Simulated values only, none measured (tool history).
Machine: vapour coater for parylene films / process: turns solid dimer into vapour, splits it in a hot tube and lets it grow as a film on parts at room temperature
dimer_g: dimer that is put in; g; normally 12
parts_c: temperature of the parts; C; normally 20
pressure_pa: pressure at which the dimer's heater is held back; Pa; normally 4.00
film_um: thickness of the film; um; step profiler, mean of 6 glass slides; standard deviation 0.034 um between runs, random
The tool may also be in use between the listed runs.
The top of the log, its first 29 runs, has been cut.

run   hour  dimer_g  parts_c  pressure_pa  hours of work since the trap's valve was overhauled  hours of work since the table's thermometer was calibrated  film_um
 30  522.8        9       23         4.64                                                   41                                                         455     4.16
 31  541.4        9       23         4.64                                                   54                                                         468     4.17
     554.3  -- trap's valve overhauled, once more
 32  563.6       12       14         7.58                                                    6                                                         480     7.52
 33  574.8       11       20        11.78                                                   14                                                         488     5.78
 34  598.2       15       20         6.65                                                   30                                                         504     8.44
 35  621.0        6       13         5.22                                                   46                                                         520     3.99
 36  633.4        6       13         5.22                                                   54                                                         528     4.00
 37  645.8       16       14        11.50                                                   63                                                         537     9.44
 38  665.1       14       18         3.05                                                   76                                                         550     8.97
 39  687.3       16       28         4.00                                                   91                                                         565     8.01
 40  698.0       11       27         7.45                                                   99                                                         573     5.22
 41  714.9       11       27         7.45                                                  110                                                         584     5.20
 42  734.6       12       20         3.70                                                  124                                                         598     7.14
 43  755.0       12       20         3.70                                                  138                                                         612     7.10
 44  773.0       14       20         3.70                                                  150                                                         624     8.26
 45  791.2       15       24        11.42                                                  163                                                         637     7.06
 46  812.1       15       23         5.89                                                  177                                                         651     7.83
 47  823.2       15       15         3.36                                                  185                                                         658     9.79

Below are 3 alternative next runs, each starting from the tool's condition after run 47. Predict each:
  A  833.4       21       20         2.06                                                  192                                                         666        ?
  B  833.4        6       23         4.00                                                  192                                                         666        ?
  C  833.4        5       15         3.79                                                  192                                                         666        ?

run  film_um
  A    13.11
  B     3.28
  C     3.21
Stripped of hidden state, with their random variation kept, the same runs would have yielded:
run  film_um
  A    13.51
  B     3.38
  C     3.31

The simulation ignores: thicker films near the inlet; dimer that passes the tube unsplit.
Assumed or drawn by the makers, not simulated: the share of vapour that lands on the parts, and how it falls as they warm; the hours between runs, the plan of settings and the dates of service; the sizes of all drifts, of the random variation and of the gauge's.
